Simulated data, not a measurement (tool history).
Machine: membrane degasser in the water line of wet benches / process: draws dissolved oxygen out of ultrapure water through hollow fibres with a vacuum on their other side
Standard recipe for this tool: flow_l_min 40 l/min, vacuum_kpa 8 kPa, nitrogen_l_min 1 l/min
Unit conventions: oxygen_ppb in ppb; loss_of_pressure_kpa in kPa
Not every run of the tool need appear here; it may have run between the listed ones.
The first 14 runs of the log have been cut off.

run	day	flow_l_min	vacuum_kpa	nitrogen_l_min	oxygen_ppb	loss_of_pressure_kpa
15	94.65	40	8	1	468.6	57.38
16	99.183	40	8	1	470.2	57.16
17	105.996	28	15.65	1	731	40.01
18	113.646	28	15.65	1	736.3	40.17
19	120.267	52	15.65	1	1254.3	74.25
# day 122.204: vacuum gauge calibrated, once more
20	127.792	52	15.65	1	1219.2	74.7
21	132.708	52	15.65	1	1228.7	74.72
22	138.246	52	6.46	1	455.7	74.89
23	144.533	30	19.55	0.94	1009.9	42.92
24	149.392	30	8.68	1.5	286.1	42.91
25	154.821	38	18.3	1.5	837.1	54.56
26	158.462	40	18.64	1.97	726.2	57.24
27	166.167	40	13.42	1	844.2	57.6
28	169.7	40	16.52	0.8	1234.8	57.33
29	174.742	40	16.52	0.8	1212.7	57.17
30	179.512	40	16.52	2.14	610.8	57.6
31	186.35	40	16.52	2.14	608.6	57.65
32	189.925	40	7.24	1.78	282.6	57.55

3 ways to go on from here, each from the tool as it stands after run 32. What would each give?
A	197.467	28	12.88	1	?	?
B	197.467	51	4.81	0.47	?	?
C	197.467	25	14.41	0.98	?	?

run	oxygen_ppb	loss_of_pressure_kpa
A	589.2	40.86
B	415.4	73.14
C	613.4	35.97
What these runs would have given with no unlogged condition in the tool:
run	oxygen_ppb	loss_of_pressure_kpa
A	578.6	39.81
B	386.8	71.24
C	604.1	35.04

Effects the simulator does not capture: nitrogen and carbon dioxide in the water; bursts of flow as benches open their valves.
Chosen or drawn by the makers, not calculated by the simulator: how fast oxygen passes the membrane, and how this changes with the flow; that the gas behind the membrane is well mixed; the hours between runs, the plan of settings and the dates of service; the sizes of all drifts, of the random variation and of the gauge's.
